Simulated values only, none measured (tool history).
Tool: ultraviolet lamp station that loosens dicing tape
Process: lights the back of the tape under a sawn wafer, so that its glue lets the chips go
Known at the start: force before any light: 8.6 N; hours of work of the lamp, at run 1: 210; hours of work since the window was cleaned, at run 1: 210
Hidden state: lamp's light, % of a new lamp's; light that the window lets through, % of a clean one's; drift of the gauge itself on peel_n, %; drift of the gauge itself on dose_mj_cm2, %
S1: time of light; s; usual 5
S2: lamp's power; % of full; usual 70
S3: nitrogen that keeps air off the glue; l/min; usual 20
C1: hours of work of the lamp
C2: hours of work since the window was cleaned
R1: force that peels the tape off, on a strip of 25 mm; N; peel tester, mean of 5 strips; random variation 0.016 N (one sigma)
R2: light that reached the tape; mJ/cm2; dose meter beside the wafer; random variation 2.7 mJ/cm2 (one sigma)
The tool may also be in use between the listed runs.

run 1 day=0.000 | S1=5 S2=70 S3=20 | C1=210 C2=210 | R1=1.181 R2=294
run 2 day=0.412 | S1=8 S2=70 S3=20 | C1=215 C2=215 | R1=0.395 R2=468
run 3 day=1.375 | S1=5 S2=70 S3=20 | C1=229 C2=229 | R1=1.196 R2=285
run 4 day=1.812 | S1=5 S2=70 S3=20 | C1=235 C2=235 | R1=1.174 R2=292
run 5 day=2.350 | S1=5 S2=70 S3=20 | C1=242 C2=242 | R1=1.215 R2=287
run 6 day=3.329 | S1=6 S2=70 S3=20 | C1=256 C2=256 | R1=0.837 R2=344
run 7 day=3.979 | S1=5 S2=70 S3=20 | C1=265 C2=265 | R1=1.294 R2=283
-- day=4.038 window cleaned of glue's vapour
run 8 day=4.804 | S1=5 S2=70 S3=20 | C1=276 C2=11 | R1=1.442 R2=263
run 9 day=5.388 | S1=5 S2=70 S3=13 | C1=284 C2=19 | R1=1.908 R2=263
run 10 day=5.796 | S1=5 S2=70 S3=13 | C1=290 C2=24 | R1=1.954 R2=259
run 11 day=6.638 | S1=5 S2=70 S3=13 | C1=302 C2=36 | R1=2.001 R2=250
run 12 day=7.242 | S1=5 S2=84 S3=20 | C1=310 C2=45 | R1=1.053 R2=303
run 13 day=8.208 | S1=2 S2=64 S3=9 | C1=323 C2=58 | R1=5.381 R2=91
run 14 day=8.746 | S1=7 S2=74 S3=8 | C1=331 C2=65 | R1=1.537 R2=369

Forecast run 15:
-- day=9.246 window cleaned of glue's vapour, once more
run 15 day=9.429 | S1=3 S2=81 S3=30 | C1=340 C2=3 | R1=? R2=?

R1: 1.590 N
R2: 205 mJ/cm2
Without the tool's hidden state the same run would have given R1 1.153 N, R2 246 mJ/cm2.
